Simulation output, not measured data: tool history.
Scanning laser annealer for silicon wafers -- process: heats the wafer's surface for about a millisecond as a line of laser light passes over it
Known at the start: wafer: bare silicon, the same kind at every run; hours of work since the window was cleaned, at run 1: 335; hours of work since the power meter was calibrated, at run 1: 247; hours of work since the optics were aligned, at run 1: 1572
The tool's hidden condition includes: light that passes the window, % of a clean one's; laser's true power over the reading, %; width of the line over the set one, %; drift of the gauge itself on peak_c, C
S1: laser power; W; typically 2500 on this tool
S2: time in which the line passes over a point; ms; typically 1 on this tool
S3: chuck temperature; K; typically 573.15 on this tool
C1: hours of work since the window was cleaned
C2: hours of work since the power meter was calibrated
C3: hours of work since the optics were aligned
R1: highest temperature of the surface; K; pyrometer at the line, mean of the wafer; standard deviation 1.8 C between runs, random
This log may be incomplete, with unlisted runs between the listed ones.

| run | hour | S1 | S2 | S3 | C1 | C2 | C3 | R1 |
|---|---|---|---|---|---|---|---|---|
| 1 | 0 | 2500 | 1 | 573.15 | 335 | 247 | 1572 | 1241.15 |
| 2 | 12.3 | 2500 | 1 | 573.15 | 343 | 254 | 1580 | 1241.15 |
| 3 | 23.4 | 2500 | 0.81 | 573.15 | 349 | 261 | 1586 | 1171.15 |
| 4 | 36.6 | 2500 | 0.81 | 580.15 | 357 | 269 | 1594 | 1176.15 |
| 5 | 46.3 | 2500 | 0.81 | 580.15 | 363 | 275 | 1600 | 1176.15 |
| 6 | 55.8 | 2500 | 0.81 | 580.15 | 369 | 281 | 1606 | 1178.15 |
|  | 70.1 | optics aligned, line set to its width |
| 7 | 76.2 | 2500 | 0.81 | 580.15 | 378 | 290 | 4 | 1190.15 |
| 8 | 84.1 | 2500 | 0.81 | 580.15 | 383 | 295 | 9 | 1191.15 |
| 9 | 98.1 | 2202 | 1 | 573.15 | 392 | 303 | 17 | 1154.15 |
| 10 | 107.2 | 2202 | 1 | 573.15 | 397 | 309 | 23 | 1152.15 |
| 11 | 121.8 | 2500 | 1 | 573.15 | 406 | 318 | 32 | 1252.15 |
| 12 | 132.8 | 2500 | 0.71 | 573.15 | 413 | 325 | 38 | 1137.15 |
| 13 | 140.7 | 2500 | 1 | 569.15 | 418 | 329 | 43 | 1247.15 |
| 14 | 147.8 | 2500 | 1 | 569.15 | 422 | 334 | 47 | 1250.15 |
| 15 | 157.2 | 2500 | 1 | 569.15 | 428 | 339 | 53 | 1249.15 |
| 16 | 172.8 | 2500 | 1 | 569.15 | 437 | 349 | 63 | 1248.15 |
| 17 | 185.9 | 2500 | 1 | 569.15 | 445 | 357 | 70 | 1247.15 |
| 18 | 193.7 | 2500 | 1 | 569.15 | 450 | 362 | 75 | 1240.15 |
| 19 | 209.1 | 2500 | 1 | 569.15 | 459 | 371 | 85 | 1243.15 |
| 20 | 223.2 | 2500 | 1 | 571.15 | 468 | 380 | 93 | 1247.15 |
| 21 | 231.1 | 2628 | 1 | 573.15 | 473 | 384 | 98 | 1290.15 |
| 22 | 241.2 | 2628 | 0.89 | 573.15 | 479 | 391 | 104 | 1245.15 |
| 23 | 257.3 | 2628 | 0.89 | 573.15 | 489 | 400 | 114 | 1245.15 |
| 24 | 272.8 | 2500 | 0.83 | 573.15 | 498 | 410 | 123 | 1179.15 |
|  | 277.1 | window over the wafer cleaned |
| 25 | 291.1 | 2332 | 0.73 | 573.15 | 9 | 420 | 133 | 1124.15 |
| 26 | 305.8 | 2453 | 1 | 607.15 | 17 | 429 | 142 | 1303.15 |
| 27 | 322.1 | 2537 | 0.9 | 582.15 | 27 | 439 | 152 | 1271.15 |
| 28 | 329.2 | 2707 | 0.87 | 569.15 | 32 | 443 | 156 | 1300.15 |
| 29 | 344.2 | 2526 | 0.89 | 603.15 | 41 | 452 | 166 | 1280.15 |
| 30 | 352.7 | 2526 | 0.86 | 603.15 | 46 | 457 | 171 | 1270.15 |
| 31 | 362.5 | 2410 | 0.84 | 598.15 | 52 | 463 | 177 | 1216.15 |
| 32 | 379 | 2410 | 0.84 | 598.15 | 62 | 473 | 187 | 1215.15 |
| 33 | 391.9 | 2410 | 0.84 | 598.15 | 70 | 481 | 195 | 1216.15 |
| 34 | 402.2 | 2409 | 0.78 | 552.15 | 76 | 487 | 201 | 1146.15 |
| 35 | 416.2 | 2363 | 0.95 | 611.15 | 85 | 496 | 209 | 1251.15 |
| 36 | 432.6 | 2363 | 0.95 | 611.15 | 95 | 506 | 219 | 1249.15 |
| 37 | 441.1 | 2500 | 1.1 | 573.15 | 100 | 511 | 225 | 1315.15 |
| 38 | 452.9 | 2500 | 0.99 | 596.15 | 107 | 518 | 232 | 1297.15 |
| 39 | 466.5 | 2500 | 0.99 | 596.15 | 115 | 526 | 240 | 1300.15 |
| 40 | 475.3 | 2500 | 0.99 | 596.15 | 121 | 532 | 245 | 1297.15 |
| 41 | 485.1 | 2282 | 1.2 | 552.15 | 127 | 538 | 251 | 1240.15 |

3 options for the next run, each taken on its own from the tool as it stands now. Forecast them:
| A | 492.4 | 2486 | 1 | 573.15 | 131 | 542 | 256 | ? |
| B | 492.4 | 2535 | 1.23 | 552.15 | 131 | 542 | 256 | ? |
| C | 492.4 | 2732 | 1.17 | 546.15 | 131 | 542 | 256 | ? |

| run | R1 |
|---|---|
| A | 1272.15 |
| B | 1348.15 |
| C | 1400.15 |
Take away the tool's hidden state, keep each run's random variation, and the runs would have read:
| run | R1 |
|---|---|
| A | 1292.15 |
| B | 1370.15 |
| C | 1424.15 |
